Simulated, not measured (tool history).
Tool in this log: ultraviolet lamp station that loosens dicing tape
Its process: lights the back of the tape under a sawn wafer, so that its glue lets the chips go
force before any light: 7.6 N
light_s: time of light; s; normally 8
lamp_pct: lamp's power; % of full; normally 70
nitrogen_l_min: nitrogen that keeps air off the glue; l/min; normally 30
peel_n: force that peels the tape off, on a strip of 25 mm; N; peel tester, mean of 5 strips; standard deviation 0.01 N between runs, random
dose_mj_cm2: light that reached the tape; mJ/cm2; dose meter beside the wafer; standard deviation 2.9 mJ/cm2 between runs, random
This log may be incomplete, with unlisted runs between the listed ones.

run     day  light_s  lamp_pct  nitrogen_l_min  peel_n  dose_mj_cm2
  1       0        8        70              30   0.511          387
  2   1.654        8        70              30   0.527          389
  3   3.567        8        70              17   0.853          381
  4    5.05        8        83              30   0.387          454
  5   6.267        8        83              30   0.405          448
  6   7.875        8        67              30   0.586          364
  7   8.725       14        70              30    0.25          655
  8   9.812       14        70              30   0.249          654
  9  11.275        5        70              30   1.324          227
 10  12.392        5        70              30   1.304          231
 11    14.3        5        70              30   1.398          228
 12  16.033        5        70              30   1.408          226
 13  17.779        8        70              30   0.603          358
 14  19.367        8        70              30   0.591          353
 15  20.879        8        70              30   0.621          354
 16  22.904        8        70              30   0.627          347
 17  24.867        8        70              30   0.605          343
 18  25.758        8        70              30   0.649          347
 19  26.708        8        70              30   0.636          341
 20  28.796        8        70              30   0.643          343
 21  29.846        8        70              30   0.648          341
 22   30.95        8        70              30   0.686          336
 23  31.958        8        81              31   0.519          388
 24  33.171        8        81              56   0.331          381
 25  34.304        7        99              49    0.34          408
 26  36.112        7        99              49   0.348          410
 27  37.304       12        74              38   0.278          523
 28  38.358        6        65              16   1.985          224
 29  39.854        6        70              16   1.846          241
     40.029  -- window cleaned of glue's vapour
 30  41.512       10        98              15   0.337          672
 31  42.358       10        98              15   0.341          669
 32  44.108        8        95              11   0.692          513
 33    45.7        8        95              11   0.715          503
 34  47.504        4        85              42   1.081          225
 35  48.896        4        85              42   1.149          224
 36  50.683        6        68              43   0.827          268
 37  52.004        6        89              23   0.797          349
 38  53.058        6        89              23    0.79          349
 39  54.579        6        89              23   0.833          344
 40  55.917       11        65              32   0.358          458
 41  57.146        8        82              17   0.734          413
 42  58.396        4        71              16   2.587          177

Pick out some run-to-run changes in peel_n. Of each, how much would a tool without hidden state show as well, from the settings, what came in and chance, and how much is left for the hidden state and any gauge scatter not in both results compared?
What the log doesn't record here: lamp's light, % of a new lamp's; light that the window lets through, % of a clean one's; drift of the gauge itself on peel_n, %; drift of the gauge itself on dose_mj_cm2, %.
Run 27 -> 28: light_s 12 -> 6, lamp_pct 74 -> 65, nitrogen_l_min 38 -> 16. peel_n +1.707 N: hidden state +0.585, all else +1.122.
Run 29 -> 30: light_s 6 -> 10, lamp_pct 70 -> 98, nitrogen_l_min 16 -> 15, window cleaned of glue's vapour. peel_n -1.509 N: hidden state -0.589, all else -0.92.
Run 41 -> 42: light_s 8 -> 4, lamp_pct 82 -> 71, nitrogen_l_min 17 -> 16. peel_n +1.853 N: hidden state +0.27, all else +1.583.
